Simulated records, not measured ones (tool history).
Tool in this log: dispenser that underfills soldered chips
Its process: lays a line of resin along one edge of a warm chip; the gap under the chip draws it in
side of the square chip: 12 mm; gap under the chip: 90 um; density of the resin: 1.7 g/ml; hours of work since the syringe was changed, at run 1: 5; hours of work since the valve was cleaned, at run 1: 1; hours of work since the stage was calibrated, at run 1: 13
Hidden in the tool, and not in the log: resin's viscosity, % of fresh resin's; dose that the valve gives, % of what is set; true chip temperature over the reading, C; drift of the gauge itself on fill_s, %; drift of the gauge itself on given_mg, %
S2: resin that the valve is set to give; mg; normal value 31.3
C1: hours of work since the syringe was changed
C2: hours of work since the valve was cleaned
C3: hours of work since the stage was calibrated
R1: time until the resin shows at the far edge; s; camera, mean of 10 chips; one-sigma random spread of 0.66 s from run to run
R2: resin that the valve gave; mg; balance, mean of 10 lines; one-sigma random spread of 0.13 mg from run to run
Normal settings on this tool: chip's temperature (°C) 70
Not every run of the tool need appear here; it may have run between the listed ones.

Run 1, hour 0: usual settings; C1 5; C2 1; C3 13. Result: R1 78.3 s, R2 31.3 mg.
At hour 2.4: new syringe of resin.
At hour 11.6: new syringe of resin.
Run 2, hour 11.6: usual settings; C1 0; C2 10; C3 21. Result: R1 59 s, R2 31.11 mg.
At hour 20.5: new syringe of resin.
Run 3, hour 24.8: usual settings; C1 3; C2 19; C3 30. Result: R1 70.7 s, R2 30.74 mg.
At hour 30.1: new syringe of resin.
Run 4, hour 35.7: usual settings; C1 4; C2 27; C3 38. Result: R1 75.1 s, R2 30.56 mg.
At hour 39.1: new syringe of resin.
At hour 47.8: new syringe of resin.
Run 5, hour 50.5: usual settings; C1 2; C2 38; C3 49. Result: R1 66.6 s, R2 30.7 mg.
At hour 56.3: new syringe of resin.
Run 6, hour 63.2: usual settings; C1 5; C2 47; C3 58. Result: R1 81.9 s, R2 30.26 mg.
At hour 65: new syringe of resin.
At hour 73.5: new syringe of resin.
Run 7, hour 76.4: usual settings; C1 2; C2 56; C3 67. Result: R1 67.6 s, R2 29.87 mg.
At hour 82.7: new syringe of resin.
Run 8, hour 87.8: usual settings; C1 4; C2 64; C3 76. Result: R1 76.6 s, R2 29.58 mg.
At hour 91.7: new syringe of resin.
At hour 100.8: new syringe of resin.
Run 9, hour 102.8: usual settings; C1 1; C2 75; C3 86. Result: R1 66.3 s, R2 29.17 mg.
At hour 109.7: new syringe of resin.
Run 10, hour 114.6: usual settings; C1 4; C2 84; C3 95. Result: R1 76.3 s, R2 29.13 mg.
At hour 118.3: new syringe of resin.
Run 11, hour 120.8: usual settings but S2 27.2 mg; C1 2; C2 88; C3 99. Result: R1 71.6 s, R2 25.16 mg.
At hour 127.6: new syringe of resin.
Run 12, hour 128.4: usual settings but chip's temperature (°C) 84, S2 27.2 mg; C1 1; C2 94; C3 105. Result: R1 33 s, R2 25.08 mg.
At hour 137: new syringe of resin.
At hour 139.6: dispensing valve cleaned and set on the balance.
Run 13, hour 142: usual settings; C1 3; C2 2; C3 114. Result: R1 70.2 s, R2 31.51 mg.
At hour 146.9: new syringe of resin.
Run 14, hour 154.1: usual settings; C1 5; C2 11; C3 123. Result: R1 81.6 s, R2 31.19 mg.
At hour 155.6: new syringe of resin.
At hour 164.9: new syringe of resin.
Run 15, hour 167.7: usual settings but chip's temperature (°C) 74; C1 2; C2 20; C3 132. Result: R1 56.9 s, R2 30.68 mg.
At hour 174.6: new syringe of resin.
Run 16, hour 175.9: usual settings but chip's temperature (°C) 74; C1 1; C2 26; C3 138. Result: R1 52.4 s, R2 30.73 mg.
At hour 183.4: new syringe of resin.
Run 17, hour 190.7: usual settings but chip's temperature (°C) 74; C1 5; C2 37; C3 149. Result: R1 68.3 s, R2 30.52 mg.
At hour 192.3: new syringe of resin.
At hour 200.9: new syringe of resin.
Run 18, hour 203: usual settings but chip's temperature (°C) 74; C1 2; C2 46; C3 158. Result: R1 55.2 s, R2 30.21 mg.
At hour 210.2: new syringe of resin.
Run 19, hour 213.6: usual settings but chip's temperature (°C) 61, S2 30.6 mg; C1 2; C2 53; C3 165. Result: R1 118.8 s, R2 29.14 mg.
At hour 219.6: new syringe of resin.
Run 20, hour 223.8: usual settings but chip's temperature (°C) 61, S2 30.6 mg; C1 3; C2 61; C3 173. Result: R1 122.2 s, R2 29.23 mg.
At hour 229.2: new syringe of resin.
Run 21, hour 234.8: usual settings but chip's temperature (°C) 66, S2 39.2 mg; C1 4; C2 69; C3 181. Result: R1 96.9 s, R2 36.96 mg.
At hour 238.6: new syringe of resin.
Run 22, hour 243: usual settings but chip's temperature (°C) 58, S2 28.5 mg; C1 3; C2 74; C3 187. Result: R1 152.7 s, R2 26.86 mg.
At hour 248: new syringe of resin.
Run 23, hour 251.3: usual settings but chip's temperature (°C) 58, S2 28.5 mg; C1 2; C2 80; C3 193. Result: R1 142.1 s, R2 26.8 mg.
At hour 257.6: new syringe of resin.
Run 24, hour 261.6: usual settings but chip's temperature (°C) 64, S2 32 mg; C1 3; C2 88; C3 200. Result: R1 102.5 s, R2 29.71 mg.
At hour 266.3: new syringe of resin.
Run 25, hour 268.6: usual settings but chip's temperature (°C) 64, S2 32 mg; C1 2; C2 93; C3 205. Result: R1 97.1 s, R2 29.64 mg.
At hour 275.4: new syringe of resin.
Run 26, hour 275.4: usual settings but chip's temperature (°C) 68; C1 0; C2 98; C3 210. Result: R1 71.1 s, R2 28.81 mg.
At hour 280.9: dispensing valve cleaned and set on the balance.
At hour 285.5: new syringe of resin.
Run 27, hour 288.2: usual settings but chip's temperature (°C) 68, S2 32.2 mg; C1 2; C2 5; C3 218. Result: R1 77.9 s, R2 32.14 mg.
At hour 294.7: new syringe of resin.
Run 28, hour 302.2: usual settings but chip's temperature (°C) 68, S2 32.2 mg; C1 6; C2 15; C3 229. Result: R1 96.1 s, R2 31.66 mg.
At hour 303.4: new syringe of resin.
Run 29, hour 309.8: usual settings but chip's temperature (°C) 61, S2 28.2 mg; C1 5; C2 21; C3 234. Result: R1 141.7 s, R2 27.62 mg.
At hour 312.5: new syringe of resin.
At hour 321.4: new syringe of resin.
Run 30, hour 324.6: usual settings but chip's temperature (°C) 59, S2 27.8 mg; C1 2; C2 31; C3 245. Result: R1 138.6 s, R2 27.34 mg.
At hour 330.9: new syringe of resin.
Run 31, hour 333.3: usual settings but chip's temperature (°C) 59, S2 27.8 mg; C1 2; C2 38; C3 251. Result: R1 133.1 s, R2 27 mg.
At hour 340.4: new syringe of resin.
Run 32, hour 344.5: usual settings but chip's temperature (°C) 59, S2 27.8 mg; C1 3; C2 46; C3 259. Result: R1 143 s, R2 26.73 mg.
At hour 349.3: new syringe of resin.
Run 33, hour 353.2: usual settings but S2 28.4 mg; C1 3; C2 52; C3 265. Result: R1 78.7 s, R2 27.3 mg.
At hour 358.1: new syringe of resin.
Run 34, hour 364.5: usual settings but S2 28.6 mg; C1 5; C2 60; C3 273. Result: R1 87.1 s, R2 27.45 mg.
At hour 366.8: new syringe of resin.
Run 35, hour 372.4: usual settings but chip's temperature (°C) 64, S2 35.5 mg; C1 4; C2 66; C3 279. Result: R1 111.9 s, R2 33.53 mg.

For some of the steps in R1 from one run to the next: how much would appear even if the tool had no hidden state, given the settings, what came in and random variation, and how much remains for the hidden state plus any gauge scatter that the measured result and the result without hidden state don't share?
Run 1 -> 2: new syringe of resin, new syringe of resin. R1 -19.3 s: hidden state -19, all else -0.3.
Run 16 -> 17: new syringe of resin. R1 +15.9 s: hidden state +15.5, all else +0.4.
Run 18 -> 19: chip's temperature (°C) 74 -> 61, S2 31.3 -> 30.6, new syringe of resin. R1 +63.6 s: hidden state +13.8, all else +49.8.
Run 21 -> 22: chip's temperature (°C) 66 -> 58, S2 39.2 -> 28.5, new syringe of resin. R1 +55.8 s: hidden state +10.5, all else +45.3.
Run 27 -> 28: new syringe of resin. R1 +18.2 s: hidden state +18, all else +0.2.
Run 32 -> 33: chip's temperature (°C) 59 -> 70, S2 27.8 -> 28.4, new syringe of resin. R1 -64.3 s: hidden state -14.3, all else -50.
